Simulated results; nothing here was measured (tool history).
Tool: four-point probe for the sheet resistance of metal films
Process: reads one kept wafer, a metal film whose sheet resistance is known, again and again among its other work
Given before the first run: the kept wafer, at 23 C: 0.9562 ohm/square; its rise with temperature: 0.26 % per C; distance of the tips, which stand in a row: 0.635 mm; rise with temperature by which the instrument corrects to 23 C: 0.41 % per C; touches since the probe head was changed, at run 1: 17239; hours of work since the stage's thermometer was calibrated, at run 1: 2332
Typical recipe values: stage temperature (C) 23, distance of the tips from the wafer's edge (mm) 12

| run | hour | stage temperature (C) | distance of the tips from the wafer's edge (mm) | touches since the probe head was changed | hours of work since the stage's thermometer was calibrated | sheet resistance as the instrument gives it (ohm/square) |
|---|---|---|---|---|---|---|
| 1 | 0 | 23 | 12 | 17239 | 2332 | 0.958427 |
| 2 | 26 | 23 | 7 | 17584 | 2343 | 0.960997 |
| 3 | 49.2 | 23 | 7 | 17893 | 2353 | 0.960966 |
| 4 | 72.9 | 23 | 12 | 18207 | 2364 | 0.958205 |
|  | 78 | stage's thermometer calibrated |
| 5 | 107.4 | 23 | 12 | 18658 | 13 | 0.956926 |
| 6 | 144.6 | 23 | 12 | 19152 | 30 | 0.957075 |
| 7 | 181.6 | 23 | 12 | 19643 | 46 | 0.956603 |
| 8 | 209.1 | 23 | 12 | 20009 | 58 | 0.956876 |
| 9 | 256.7 | 23 | 12 | 20639 | 79 | 0.956892 |
| 10 | 280.6 | 23 | 12 | 20958 | 90 | 0.956911 |
|  | 287.9 | stage's thermometer calibrated, once more |
| 11 | 327.9 | 23 | 12 | 21578 | 18 | 0.959904 |
| 12 | 352 | 23 | 12 | 21898 | 28 | 0.960257 |
| 13 | 388.5 | 35 | 12 | 22382 | 45 | 0.943756 |
| 14 | 438.7 | 35 | 12 | 23048 | 67 | 0.943537 |
| 15 | 467.1 | 34 | 12 | 23426 | 79 | 0.944705 |
| 16 | 524.4 | 34 | 12 | 24186 | 105 | 0.944491 |
| 17 | 575.8 | 23 | 4 | 24868 | 128 | 0.971423 |
| 18 | 601.4 | 22 | 12 | 25208 | 139 | 0.961385 |
| 19 | 642.7 | 22 | 12 | 25756 | 157 | 0.961126 |
| 20 | 691.2 | 23 | 12 | 26400 | 179 | 0.959497 |
| 21 | 720.5 | 23 | 53 | 26789 | 192 | 0.958416 |
| 22 | 755.9 | 23 | 53 | 27258 | 207 | 0.958403 |
| 23 | 810.2 | 23 | 20 | 27979 | 231 | 0.958621 |
| 24 | 842.1 | 30 | 63 | 28402 | 246 | 0.948551 |
| 25 | 893.7 | 30 | 63 | 29087 | 268 | 0.948381 |
| 26 | 921.1 | 30 | 63 | 29451 | 281 | 0.948394 |
| 27 | 961.2 | 21 | 63 | 29983 | 298 | 0.960911 |
| 28 | 1014.1 | 32 | 23 | 30685 | 322 | 0.945922 |
| 29 | 1067.9 | 35 | 3 | 31399 | 346 | 0.963777 |
| 30 | 1118.3 | 35 | 3 | 32068 | 368 | 0.964086 |
| 31 | 1142.9 | 23 | 25 | 32395 | 379 | 0.958102 |
| 32 | 1168.8 | 23 | 25 | 32738 | 390 | 0.957803 |
| 33 | 1223.4 | 23 | 25 | 33464 | 415 | 0.95797 |
| 34 | 1256.8 | 23 | 25 | 33906 | 429 | 0.957673 |
| 35 | 1310.5 | 20 | 14 | 34619 | 453 | 0.963257 |
| 36 | 1341.6 | 20 | 14 | 35031 | 467 | 0.962749 |
| 37 | 1386.9 | 32 | 13 | 35632 | 487 | 0.946571 |
| 38 | 1429.7 | 25 | 27 | 36200 | 506 | 0.954872 |
| 39 | 1472.9 | 25 | 27 | 36774 | 525 | 0.954681 |
| 40 | 1501 | 32 | 13 | 37147 | 538 | 0.946374 |
| 41 | 1551.6 | 32 | 6 | 37819 | 560 | 0.95071 |
| 42 | 1587.2 | 33 | 7 | 38291 | 576 | 0.947848 |
| 43 | 1634.5 | 19 | 31 | 38920 | 597 | 0.963392 |
| 44 | 1674 | 19 | 31 | 39443 | 614 | 0.963422 |

Some steps in sheet resistance as the instrument gives it (ohm/square) between neighbouring runs. How much of each would the tool show without its hidden state too (settings, what came in, random variation), and how much is left for the hidden state, with any gauge scatter that isn't in both results?
Hidden state at play: inner tips' distance over the nominal, %; tips' flats over new ones', %; wafer's true temperature over the reading, C; drift of the gauge itself on sheet_ohm, %.
Run 4 -> 5: stage's thermometer calibrated. sheet resistance as the instrument gives it (ohm/square) -0.001279: hidden state -0.001357, all else +0.000078.
Run 10 -> 11: stage's thermometer calibrated, once more. sheet resistance as the instrument gives it (ohm/square) +0.002993: hidden state +0.003357, all else -0.000364.
Run 12 -> 13: stage temperature (C) 23 -> 35. sheet resistance as the instrument gives it (ohm/square) -0.016501: hidden state -0.00008, all else -0.016421.
Run 16 -> 17: stage temperature (C) 34 -> 23, distance of the tips from the wafer's edge (mm) 12 -> 4. sheet resistance as the instrument gives it (ohm/square) +0.026932: hidden state +0.000004, all else +0.026928.
Run 28 -> 29: stage temperature (C) 32 -> 35, distance of the tips from the wafer's edge (mm) 23 -> 3. sheet resistance as the instrument gives it (ohm/square) +0.017855: hidden state -0.000027, all else +0.017882.

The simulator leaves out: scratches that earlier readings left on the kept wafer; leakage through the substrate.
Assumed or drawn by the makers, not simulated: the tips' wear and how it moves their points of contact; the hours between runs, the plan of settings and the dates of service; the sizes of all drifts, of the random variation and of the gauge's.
